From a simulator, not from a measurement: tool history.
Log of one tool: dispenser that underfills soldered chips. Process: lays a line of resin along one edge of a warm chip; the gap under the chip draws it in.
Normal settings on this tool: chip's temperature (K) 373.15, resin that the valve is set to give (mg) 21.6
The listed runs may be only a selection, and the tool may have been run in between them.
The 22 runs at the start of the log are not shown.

run,hour,chip's temperature (K),resin that the valve is set to give (mg),hours of work since the syringe was changed,hours of work since the valve was cleaned,hours of work since the stage was calibrated,time until the resin shows at the far edge (s),resin that the valve gave (mg)
23,145.8,369.15,26.3,8,12,143,521.3,26.14
# hour 150.3: new syringe of resin
24,152.7,378.15,27.4,1,16,147,249.1,27.16
25,159.2,378.15,27.4,6,20,151,299.6,27.09
# hour 167.5: new syringe of resin
26,167.6,378.15,27.4,0,25,156,229.8,27.11
27,174.0,365.15,27.3,4,29,160,509.8,26.89
28,179.3,382.15,19.0,7,32,163,285.1,18.70
# hour 184.3: new syringe of resin
29,184.3,382.15,19.0,0,35,166,201.2,18.69
30,191.7,382.15,19.0,5,40,171,253.4,18.66
# hour 198.6: dispensing valve cleaned and set on the balance
31,200.2,379.15,19.3,9,1,175,361.8,19.33
# hour 202.2: new syringe of resin
32,207.6,377.15,21.6,3,5,180,292.2,21.57
33,216.0,367.15,26.5,9,11,185,599.1,26.41
# hour 219.2: new syringe of resin
34,223.6,372.15,23.0,3,15,189,342.0,22.87
35,232.2,373.15,24.8,8,20,195,436.3,24.54
# hour 236.0: new syringe of resin
36,236.2,376.15,19.5,0,23,197,266.4,19.29

The next listed run, before its measurement:
37,242.5,371.15,26.7,4,27,201,?,?

time until the resin shows at the far edge (s): 401.4
resin that the valve gave (mg): 26.43
Without the tool's hidden state the same run would have given time until the resin shows at the far edge (s) 340.0, resin that the valve gave (mg) 26.72.
